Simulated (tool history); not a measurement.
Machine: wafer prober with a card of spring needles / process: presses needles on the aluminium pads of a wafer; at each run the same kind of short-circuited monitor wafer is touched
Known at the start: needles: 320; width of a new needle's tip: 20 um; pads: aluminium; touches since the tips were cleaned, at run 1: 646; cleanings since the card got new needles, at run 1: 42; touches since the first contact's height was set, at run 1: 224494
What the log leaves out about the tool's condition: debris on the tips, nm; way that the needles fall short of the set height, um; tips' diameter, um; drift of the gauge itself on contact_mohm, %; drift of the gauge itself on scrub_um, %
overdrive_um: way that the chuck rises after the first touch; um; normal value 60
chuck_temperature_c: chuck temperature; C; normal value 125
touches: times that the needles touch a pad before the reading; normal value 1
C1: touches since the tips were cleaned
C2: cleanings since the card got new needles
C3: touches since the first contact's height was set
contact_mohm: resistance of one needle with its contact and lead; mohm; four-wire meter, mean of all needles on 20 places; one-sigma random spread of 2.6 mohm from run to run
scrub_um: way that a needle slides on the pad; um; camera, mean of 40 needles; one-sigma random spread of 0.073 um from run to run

run 1 day=0 | overdrive_um=60 chuck_temperature_c=125 touches=1 | C1=646 C2=42 C3=224494 | contact_mohm=315 scrub_um=8.99
-- day=0.421 tips cleaned on abrasive film
run 2 day=0.625 | overdrive_um=60 chuck_temperature_c=125 touches=1 | C1=2054 C2=43 C3=230714 | contact_mohm=344 scrub_um=8.95
-- day=0.879 tips cleaned on abrasive film
run 3 day=1.158 | overdrive_um=60 chuck_temperature_c=125 touches=1 | C1=2773 C2=44 C3=236006 | contact_mohm=358 scrub_um=9.03
-- day=1.362 tips cleaned on abrasive film
-- day=1.621 height of the first contact set anew
run 4 day=1.625 | overdrive_um=60 chuck_temperature_c=116 touches=1 | C1=2514 C2=45 C3=57 | contact_mohm=344 scrub_um=9.58
-- day=1.862 tips cleaned on abrasive film
run 5 day=2.042 | overdrive_um=60 chuck_temperature_c=116 touches=1 | C1=1799 C2=46 C3=4196 | contact_mohm=334 scrub_um=9.61
-- day=2.354 tips cleaned on abrasive film
run 6 day=2.475 | overdrive_um=60 chuck_temperature_c=116 touches=1 | C1=1196 C2=47 C3=8475 | contact_mohm=324 scrub_um=9.63
-- day=2.825 tips cleaned on abrasive film
run 7 day=3.092 | overdrive_um=60 chuck_temperature_c=116 touches=1 | C1=2659 C2=48 C3=14611 | contact_mohm=341 scrub_um=9.47
-- day=3.308 tips cleaned on abrasive film
run 8 day=3.483 | overdrive_um=60 chuck_temperature_c=116 touches=1 | C1=1724 C2=49 C3=18487 | contact_mohm=332 scrub_um=9.55
-- day=3.758 tips cleaned on abrasive film
-- day=4.221 tips cleaned on abrasive film
run 9 day=4.221 | overdrive_um=57 chuck_temperature_c=116 touches=1 | C1=0 C2=51 C3=25832 | contact_mohm=306 scrub_um=9.19
-- day=4.742 tips cleaned on abrasive film
run 10 day=4.988 | overdrive_um=57 chuck_temperature_c=116 touches=1 | C1=2456 C2=52 C3=33454 | contact_mohm=351 scrub_um=8.9
-- day=5.208 tips cleaned on abrasive film
-- day=5.671 tips cleaned on abrasive film
run 11 day=5.858 | overdrive_um=57 chuck_temperature_c=116 touches=1 | C1=1888 C2=54 C3=42114 | contact_mohm=342 scrub_um=9.03
-- day=6.179 tips cleaned on abrasive film
-- day=6.65 tips cleaned on abrasive film
run 12 day=6.767 | overdrive_um=57 chuck_temperature_c=116 touches=1 | C1=1194 C2=56 C3=51147 | contact_mohm=332 scrub_um=8.85
-- day=7.15 tips cleaned on abrasive film
run 13 day=7.183 | overdrive_um=57 chuck_temperature_c=116 touches=1 | C1=347 C2=57 C3=55266 | contact_mohm=308 scrub_um=8.98
-- day=7.633 tips cleaned on abrasive film
-- day=8.088 tips cleaned on abrasive film
run 14 day=8.088 | overdrive_um=57 chuck_temperature_c=116 touches=1 | C1=0 C2=59 C3=64229 | contact_mohm=302 scrub_um=8.93
run 15 day=8.517 | overdrive_um=57 chuck_temperature_c=116 touches=1 | C1=4307 C2=59 C3=68536 | contact_mohm=374 scrub_um=8.99
-- day=8.567 tips cleaned on abrasive film
-- day=9.033 tips cleaned on abrasive film
run 16 day=9.45 | overdrive_um=57 chuck_temperature_c=26 touches=1 | C1=4211 C2=61 C3=77836 | contact_mohm=361 scrub_um=8.93
-- day=9.512 tips cleaned on abrasive film
-- day=9.967 tips cleaned on abrasive film
run 17 day=10.217 | overdrive_um=60 chuck_temperature_c=125 touches=1 | C1=2507 C2=63 C3=85429 | contact_mohm=354 scrub_um=9.39
-- day=10.458 tips cleaned on abrasive film
-- day=10.942 tips cleaned on abrasive film
run 18 day=10.95 | overdrive_um=60 chuck_temperature_c=125 touches=3 | C1=88 C2=65 C3=92681 | contact_mohm=296 scrub_um=9.32
-- day=11.433 tips cleaned on abrasive film
run 19 day=11.708 | overdrive_um=78 chuck_temperature_c=125 touches=1 | C1=2755 C2=66 C3=100264 | contact_mohm=330 scrub_um=12.19
-- day=11.896 tips cleaned on abrasive film
-- day=12.383 tips cleaned on abrasive film
run 20 day=12.508 | overdrive_um=42 chuck_temperature_c=88 touches=2 | C1=1281 C2=68 C3=108197 | contact_mohm=332 scrub_um=6.4

The next listed run, before its measurement:
-- day=12.896 tips cleaned on abrasive film
run 21 day=12.896 | overdrive_um=42 chuck_temperature_c=88 touches=2 | C1=0 C2=69 C3=112043 | contact_mohm=? scrub_um=?

Run 21 gave contact_mohm 301 mohm, scrub_um 6.31 um.
Minus the tool's unlogged condition, the same run would have read contact_mohm 290 mohm, scrub_um 6.66 um.

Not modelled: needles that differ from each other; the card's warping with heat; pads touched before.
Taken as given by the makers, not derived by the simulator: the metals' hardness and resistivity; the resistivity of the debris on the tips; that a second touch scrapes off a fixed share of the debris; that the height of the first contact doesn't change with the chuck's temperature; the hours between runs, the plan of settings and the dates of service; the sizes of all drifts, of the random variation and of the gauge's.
